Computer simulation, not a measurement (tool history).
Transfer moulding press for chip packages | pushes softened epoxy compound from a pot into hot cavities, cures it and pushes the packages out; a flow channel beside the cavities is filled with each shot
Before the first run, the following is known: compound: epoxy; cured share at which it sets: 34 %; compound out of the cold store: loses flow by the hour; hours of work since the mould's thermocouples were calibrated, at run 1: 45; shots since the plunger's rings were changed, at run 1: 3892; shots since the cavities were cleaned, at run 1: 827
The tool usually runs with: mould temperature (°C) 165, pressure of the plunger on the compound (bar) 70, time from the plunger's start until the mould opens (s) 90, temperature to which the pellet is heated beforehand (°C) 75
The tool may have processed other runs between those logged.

run	hour	mould temperature (°C)	pressure of the plunger on the compound (bar)	time from the plunger's start until the mould opens (s)	temperature to which the pellet is heated beforehand (°C)	hours of work since the mould's thermocouples were calibrated	shots since the plunger's rings were changed	shots since the cavities were cleaned	incoming compound's hours out of the cold store	length that the compound runs in the flow channel (mm)	greatest force on the pins that push the packages out (N)
1	0	165	70	90	75	45	3892	827	35.4	740	505
2	13.7	165	70	90	84	52	4013	948	25.2	774	535
# hour 20.7: cavities cleaned with cleaning compound and waxed
3	35.1	165	70	90	84	62	4189	127	39.3	714	405
4	49.3	165	70	90	84	69	4314	252	17.2	776	422
5	58.9	165	70	90	84	73	4399	337	44.6	700	440
6	75.8	165	70	90	84	81	4548	486	12.5	799	477
7	94.6	165	70	90	84	91	4713	651	23.7	752	502
8	115.9	165	70	90	84	101	4902	840	44.6	691	500
9	129.9	167	56.2	75	69	108	5026	964	16.2	692	713
# hour 134.9: cavities cleaned with cleaning compound and waxed
10	150.7	167	56.2	75	69	117	5196	140	37	633	543
11	165.5	167	56.2	75	69	124	5326	270	16.4	681	611
12	182.3	167	56.2	75	69	132	5474	418	26.3	652	630
13	193	160	70	91	75	138	5569	513	47.2	687	623
14	209.3	160	70	91	75	145	5713	657	11.4	800	714
15	218.9	160	70	91	75	150	5798	742	44.9	690	671
16	233.3	173	70	72	75	157	5925	869	10.4	759	516

What differs in the tool's unlogged condition from the final listed run ahead of each entry between runs to the first listed run following it?
Run 2 -> run 3: cavities cleaned with cleaning compound and waxed (hour 20.7)
  true mould temperature over the reading, C: 0.4 -> 0.41; pressure that reaches the compound, % of what is set: 85.27 -> 84.65; grip of the stained cavities, % over clean ones': 40.2 -> 9.5
  measured result minus the result with no hidden state, length that the compound runs in the flow channel (mm): -66 -> -63; greatest force on the pins that push the packages out (N): +146 -> +28
Run 9 -> run 10: cavities cleaned with cleaning compound and waxed (hour 134.9)
  true mould temperature over the reading, C: 0.47 -> 0.48; pressure that reaches the compound, % of what is set: 81.55 -> 80.97; grip of the stained cavities, % over clean ones': 39.7 -> 10.6
  measured result minus the result with no hidden state, length that the compound runs in the flow channel (mm): -77 -> -72; greatest force on the pins that push the packages out (N): +185 -> +35
